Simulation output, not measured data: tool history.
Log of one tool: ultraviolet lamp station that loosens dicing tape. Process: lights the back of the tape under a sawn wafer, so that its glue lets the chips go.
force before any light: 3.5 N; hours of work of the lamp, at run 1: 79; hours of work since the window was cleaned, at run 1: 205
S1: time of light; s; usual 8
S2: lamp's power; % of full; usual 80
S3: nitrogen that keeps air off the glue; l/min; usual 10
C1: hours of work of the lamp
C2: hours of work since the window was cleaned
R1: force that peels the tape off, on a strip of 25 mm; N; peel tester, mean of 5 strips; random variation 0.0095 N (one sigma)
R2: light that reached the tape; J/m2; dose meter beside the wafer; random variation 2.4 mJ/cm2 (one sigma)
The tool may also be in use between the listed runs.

{"run": 1, "hour": 0.0, "S1": 8, "S2": 80, "S3": 10, "C1": 79, "C2": 205, "R1": 0.468, "R2": 2570}
{"run": 2, "hour": 8.5, "S1": 8, "S2": 80, "S3": 10, "C1": 82, "C2": 208, "R1": 0.475, "R2": 2480}
{"run": 3, "hour": 15.0, "S1": 8, "S2": 94, "S3": 10, "C1": 85, "C2": 211, "R1": 0.39, "R2": 2940}
{"run": 4, "hour": 23.7, "S1": 4, "S2": 80, "S3": 10, "C1": 88, "C2": 215, "R1": 1.135, "R2": 1250}
{"run": 5, "hour": 33.7, "S1": 8, "S2": 80, "S3": 10, "C1": 93, "C2": 219, "R1": 0.486, "R2": 2500}
{"run": 6, "hour": 43.1, "S1": 8, "S2": 80, "S3": 10, "C1": 96, "C2": 222, "R1": 0.476, "R2": 2540}
{"run": 7, "hour": 55.0, "S1": 8, "S2": 80, "S3": 10, "C1": 101, "C2": 227, "R1": 0.486, "R2": 2480}
{"run": 8, "hour": 63.0, "S1": 8, "S2": 80, "S3": 10, "C1": 104, "C2": 231, "R1": 0.488, "R2": 2470}
{"run": 9, "hour": 69.9, "S1": 11, "S2": 63, "S3": 5, "C1": 107, "C2": 233, "R1": 0.61, "R2": 2690}
{"run": 10, "hour": 80.2, "S1": 5, "S2": 76, "S3": 5, "C1": 111, "C2": 238, "R1": 1.247, "R2": 1490}
{"run": 11, "hour": 94.7, "S1": 5, "S2": 76, "S3": 5, "C1": 117, "C2": 243, "R1": 1.255, "R2": 1460}
{"run": 12, "hour": 104.6, "S1": 5, "S2": 84, "S3": 12, "C1": 121, "C2": 247, "R1": 0.804, "R2": 1600}
{"run": 13, "hour": 117.7, "S1": 5, "S2": 84, "S3": 12, "C1": 127, "C2": 253, "R1": 0.816, "R2": 1570}
{"run": 14, "hour": 123.8, "S1": 5, "S2": 84, "S3": 12, "C1": 129, "C2": 255, "R1": 0.798, "R2": 1590}

3 ways to go on from here, each from the tool as it stands after run 14. What would each give?
{"run": "A", "hour": 137.0, "S1": 6, "S2": 84, "S3": 12, "C1": 135, "C2": 261, "R1": "?", "R2": "?"}
{"run": "B", "hour": 137.0, "S1": 8, "S2": 96, "S3": 4, "C1": 135, "C2": 261, "R1": "?", "R2": "?"}
{"run": "C", "hour": 137.0, "S1": 15, "S2": 78, "S3": 10, "C1": 135, "C2": 261, "R1": "?", "R2": "?"}

run=A R1=0.648 R2=1950
run=B R1=0.617 R2=2930
run=C R1=0.227 R2=4430
Without the tool's hidden state the same runs would have given:
run=A R1=0.53 R2=2240
run=B R1=0.505 R2=3370
run=C R1=0.208 R2=5100
